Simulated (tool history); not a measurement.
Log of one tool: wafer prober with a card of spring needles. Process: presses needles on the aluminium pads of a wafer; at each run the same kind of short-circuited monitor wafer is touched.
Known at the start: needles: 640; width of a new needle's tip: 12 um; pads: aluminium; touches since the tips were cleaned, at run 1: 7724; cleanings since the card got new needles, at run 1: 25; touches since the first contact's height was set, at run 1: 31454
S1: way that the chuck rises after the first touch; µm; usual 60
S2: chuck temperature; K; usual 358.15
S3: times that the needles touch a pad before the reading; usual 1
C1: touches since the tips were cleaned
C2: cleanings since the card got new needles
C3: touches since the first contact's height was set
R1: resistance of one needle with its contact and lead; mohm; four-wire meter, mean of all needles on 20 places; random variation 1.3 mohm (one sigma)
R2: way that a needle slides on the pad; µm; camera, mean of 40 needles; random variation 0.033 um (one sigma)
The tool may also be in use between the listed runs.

| run | hour | S1 | S2 | S3 | C1 | C2 | C3 | R1 | R2 |
|---|---|---|---|---|---|---|---|---|---|
| 1 | 0.0 | 60 | 358.15 | 1 | 7724 | 25 | 31454 | 127 | 13.18 |
|  | 1.7 | tips cleaned on abrasive film |
| 2 | 11.7 | 60 | 358.15 | 1 | 3434 | 26 | 35441 | 134 | 13.13 |
|  | 25.3 | tips cleaned on abrasive film |
| 3 | 36.0 | 60 | 309.15 | 1 | 3680 | 27 | 43766 | 115 | 13.13 |
|  | 49.9 | tips cleaned on abrasive film |
| 4 | 50.5 | 60 | 358.15 | 1 | 225 | 28 | 48706 | 106 | 13.02 |
| 5 | 63.4 | 60 | 358.15 | 1 | 4661 | 28 | 53142 | 123 | 13.14 |
|  | 73.5 | tips cleaned on abrasive film |
|  | 86.1 | height of the first contact set anew |
| 6 | 86.6 | 60 | 358.15 | 1 | 4397 | 29 | 175 | 121 | 13.25 |
|  | 97.5 | tips cleaned on abrasive film |
| 7 | 100.3 | 60 | 300.15 | 1 | 945 | 30 | 4833 | 105 | 13.24 |
| 8 | 112.9 | 60 | 300.15 | 1 | 5300 | 30 | 9188 | 118 | 13.21 |
|  | 121.0 | tips cleaned on abrasive film |
| 9 | 126.8 | 60 | 300.15 | 1 | 1965 | 31 | 13899 | 109 | 13.20 |
|  | 133.5 | tips cleaned on abrasive film, once more |
| 10 | 139.2 | 60 | 358.15 | 1 | 1948 | 32 | 18129 | 114 | 13.16 |
|  | 157.3 | tips cleaned on abrasive film |
| 11 | 162.0 | 60 | 358.15 | 1 | 1603 | 33 | 25918 | 113 | 13.10 |
|  | 180.8 | tips cleaned on abrasive film |
| 12 | 184.7 | 64 | 309.15 | 1 | 1355 | 34 | 33709 | 108 | 13.99 |
|  | 204.8 | tips cleaned on abrasive film |
| 13 | 207.0 | 64 | 309.15 | 1 | 764 | 35 | 41333 | 108 | 13.96 |
| 14 | 226.4 | 64 | 336.15 | 1 | 7403 | 35 | 47972 | 123 | 14.02 |
|  | 228.1 | tips cleaned on abrasive film |
| 15 | 246.2 | 62 | 358.15 | 1 | 6230 | 36 | 54766 | 121 | 13.54 |
|  | 251.7 | tips cleaned on abrasive film |
|  | 263.9 | height of the first contact set anew |
| 16 | 269.6 | 48 | 302.15 | 3 | 6025 | 37 | 1955 | 111 | 10.61 |
|  | 275.9 | tips cleaned on abrasive film |
| 17 | 281.2 | 48 | 302.15 | 3 | 1831 | 38 | 5928 | 106 | 10.55 |
|  | 300.5 | tips cleaned on abrasive film |
| 18 | 301.3 | 58 | 301.15 | 2 | 260 | 39 | 12786 | 102 | 12.75 |
| 19 | 314.3 | 58 | 301.15 | 2 | 4730 | 39 | 17256 | 112 | 12.74 |

5 ways to go on from here, each from the tool as it stands after run 19. What would each give?
|  | 324.9 | tips cleaned on abrasive film |
| A | 327.4 | 65 | 314.15 | 2 | 871 | 40 | 21712 | ? | ? |
|  | 324.9 | tips cleaned on abrasive film |
| B | 327.4 | 51 | 358.15 | 1 | 871 | 40 | 21712 | ? | ? |
|  | 324.9 | tips cleaned on abrasive film |
| C | 327.4 | 58 | 366.15 | 2 | 871 | 40 | 21712 | ? | ? |
|  | 324.9 | tips cleaned on abrasive film |
| D | 327.4 | 47 | 299.15 | 1 | 871 | 40 | 21712 | ? | ? |
|  | 324.9 | tips cleaned on abrasive film |
| E | 327.4 | 64 | 301.15 | 2 | 871 | 40 | 21712 | ? | ? |

| run | R1 | R2 |
|---|---|---|
| A | 102 | 14.28 |
| B | 115 | 11.22 |
| C | 108 | 12.75 |
| D | 109 | 10.28 |
| E | 102 | 14.01 |
Without the tool's hidden state the same runs would have given:
| run | R1 | R2 |
|---|---|---|
| A | 99 | 14.35 |
| B | 107 | 11.30 |
| C | 105 | 12.83 |
| D | 100 | 10.36 |
| E | 99 | 14.08 |
